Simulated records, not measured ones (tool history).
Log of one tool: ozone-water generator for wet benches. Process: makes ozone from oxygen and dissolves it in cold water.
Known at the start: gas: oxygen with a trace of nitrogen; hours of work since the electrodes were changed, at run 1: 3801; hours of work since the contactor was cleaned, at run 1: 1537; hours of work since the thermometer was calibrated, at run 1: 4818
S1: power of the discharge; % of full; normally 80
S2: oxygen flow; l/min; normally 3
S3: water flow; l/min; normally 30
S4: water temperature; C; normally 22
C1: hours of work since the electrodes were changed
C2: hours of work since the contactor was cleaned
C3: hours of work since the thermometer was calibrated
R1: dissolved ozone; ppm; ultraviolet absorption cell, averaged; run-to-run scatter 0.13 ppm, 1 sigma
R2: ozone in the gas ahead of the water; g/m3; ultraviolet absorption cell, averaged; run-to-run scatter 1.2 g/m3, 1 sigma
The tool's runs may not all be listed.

{"run": 1, "hour": 0.0, "S1": 80, "S2": 3, "S3": 30, "S4": 22, "C1": 3801, "C2": 1537, "C3": 4818, "R1": 12.6, "R2": 222.5}
{"run": 2, "hour": 51.7, "S1": 80, "S2": 3, "S3": 30, "S4": 22, "C1": 3850, "C2": 1587, "C3": 4867, "R1": 12.7, "R2": 220.7}
{"run": 3, "hour": 110.0, "S1": 80, "S2": 5.1, "S3": 30, "S4": 22, "C1": 3906, "C2": 1643, "C3": 4923, "R1": 13, "R2": 161.7}
{"run": 4, "hour": 169.1, "S1": 80, "S2": 5.1, "S3": 30, "S4": 22, "C1": 3963, "C2": 1699, "C3": 4980, "R1": 13, "R2": 160.8}
{"run": 5, "hour": 254.6, "S1": 80, "S2": 5.1, "S3": 30, "S4": 22, "C1": 4045, "C2": 1781, "C3": 5062, "R1": 13.3, "R2": 161.4}
{"run": 6, "hour": 302.7, "S1": 80, "S2": 5.1, "S3": 30, "S4": 22, "C1": 4091, "C2": 1827, "C3": 5108, "R1": 13.1, "R2": 160}
{"run": 7, "hour": 370.3, "S1": 80, "S2": 5.1, "S3": 30, "S4": 22, "C1": 4156, "C2": 1892, "C3": 5173, "R1": 13.3, "R2": 162.7}
{"run": 8, "hour": 466.8, "S1": 80, "S2": 5.1, "S3": 30, "S4": 22, "C1": 4248, "C2": 1985, "C3": 5265, "R1": 13, "R2": 159.7}
{"run": 9, "hour": 577.9, "S1": 80, "S2": 5.1, "S3": 30, "S4": 22, "C1": 4355, "C2": 2091, "C3": 5372, "R1": 13, "R2": 161.5}
{"run": 10, "hour": 659.2, "S1": 80, "S2": 5.1, "S3": 30, "S4": 22, "C1": 4433, "C2": 2169, "C3": 5450, "R1": 13.1, "R2": 162.3}
{"hour": 730.4, "done": "water thermometer calibrated"}
{"run": 11, "hour": 764.4, "S1": 48, "S2": 2.18, "S3": 44, "S4": 21, "C1": 4533, "C2": 2269, "C3": 33, "R1": 6.1, "R2": 206.2}
{"run": 12, "hour": 842.0, "S1": 56, "S2": 3.97, "S3": 44, "S4": 23, "C1": 4607, "C2": 2344, "C3": 107, "R1": 7.5, "R2": 156.3}
{"run": 13, "hour": 912.4, "S1": 80, "S2": 3, "S3": 36, "S4": 22, "C1": 4675, "C2": 2411, "C3": 174, "R1": 10.4, "R2": 222.2}
{"run": 14, "hour": 984.0, "S1": 90, "S2": 4.27, "S3": 19, "S4": 14, "C1": 4743, "C2": 2480, "C3": 243, "R1": 22.6, "R2": 191.8}
{"run": 15, "hour": 1097.1, "S1": 52, "S2": 3, "S3": 30, "S4": 26, "C1": 4852, "C2": 2588, "C3": 351, "R1": 9.8, "R2": 177.4}
{"run": 16, "hour": 1152.0, "S1": 44, "S2": 3, "S3": 24, "S4": 22, "C1": 4904, "C2": 2641, "C3": 404, "R1": 11.4, "R2": 163.9}
{"run": 17, "hour": 1257.8, "S1": 75, "S2": 3, "S3": 24, "S4": 18, "C1": 5006, "C2": 2742, "C3": 505, "R1": 15.7, "R2": 216.2}

Forecast each of these 5 alternatives for the next run:
{"run": "A", "hour": 1333.7, "S1": 75, "S2": 2.27, "S3": 24, "S4": 17, "C1": 5078, "C2": 2815, "C3": 578, "R1": "?", "R2": "?"}
{"run": "B", "hour": 1333.7, "S1": 49, "S2": 4.73, "S3": 38, "S4": 18, "C1": 5078, "C2": 2815, "C3": 578, "R1": "?", "R2": "?"}
{"run": "C", "hour": 1333.7, "S1": 75, "S2": 3, "S3": 47, "S4": 18, "C1": 5078, "C2": 2815, "C3": 578, "R1": "?", "R2": "?"}
{"run": "D", "hour": 1333.7, "S1": 68, "S2": 3, "S3": 30, "S4": 22, "C1": 5078, "C2": 2815, "C3": 578, "R1": "?", "R2": "?"}
{"run": "E", "hour": 1333.7, "S1": 80, "S2": 3, "S3": 22, "S4": 17, "C1": 5078, "C2": 2815, "C3": 578, "R1": "?", "R2": "?"}

run=A R1=15.4 R2=253.8
run=B R1=8.6 R2=131.4
run=C R1=7.7 R2=214.2
run=D R1=11.4 R2=204.4
run=E R1=17.9 R2=221.7
Without the tool's hidden state the same runs would have given:
run=A R1=15.5 R2=254.6
run=B R1=8.6 R2=131.8
run=C R1=7.7 R2=214.9
run=D R1=11.5 R2=205
run=E R1=17.9 R2=222.4
